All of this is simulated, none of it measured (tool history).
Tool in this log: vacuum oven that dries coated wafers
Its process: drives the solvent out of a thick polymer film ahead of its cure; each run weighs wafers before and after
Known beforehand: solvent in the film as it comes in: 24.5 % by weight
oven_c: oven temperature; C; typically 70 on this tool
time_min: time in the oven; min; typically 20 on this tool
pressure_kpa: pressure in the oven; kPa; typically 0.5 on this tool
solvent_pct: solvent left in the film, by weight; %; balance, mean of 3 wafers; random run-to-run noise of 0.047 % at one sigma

run,hour,oven_c,time_min,pressure_kpa,solvent_pct
1,0,70,20,0.5,1.59
2,12.3,70,20,0.5,1.62
3,21.5,70,20,0.5,1.48
4,32.6,70,20,0.5,1.57
5,38.5,70,13,0.5,3.66
6,50.7,70,13,0.5,3.75
7,63.4,70,13,0.5,3.71
8,77.2,70,13,0.5,3.75
9,90.8,70,13,0.5,3.7
10,104.6,63,20,0.5,4.12
11,116.3,70,11,0.5,4.41
12,128.9,58,12,0.875,9.4
13,138.6,80,12,0.37,0.94
14,150.6,60,20,0.618,4.87
15,163.4,70,20,0.958,1.62
16,174.4,77,11,0.958,2.17
17,187.7,70,16,0.968,2.4
18,193.4,70,16,0.968,2.48
19,206.9,76,16,0.338,0.87
20,216.9,79,13,0.614,1.01

Put back what was entered between runs (2 entries, withheld): which listed runs does each sit between, and how does the hidden state differ from the listed run before to the listed run after?
Run 9 -> run 10: oven's thermocouples calibrated (hour 94)
  true wafer temperature over the reading, C: -1 -> -1.5
  measured minus no-state result, solvent_pct: +0.38 -> +0.63 %
Run 10 -> run 11: oven's thermocouples calibrated, once more (hour 115.9)
  true wafer temperature over the reading, C: -1.5 -> -0.09; true pressure over the reading, kPa: 0.021 -> 0.022
  measured minus no-state result, solvent_pct: +0.63 -> +0.05 %

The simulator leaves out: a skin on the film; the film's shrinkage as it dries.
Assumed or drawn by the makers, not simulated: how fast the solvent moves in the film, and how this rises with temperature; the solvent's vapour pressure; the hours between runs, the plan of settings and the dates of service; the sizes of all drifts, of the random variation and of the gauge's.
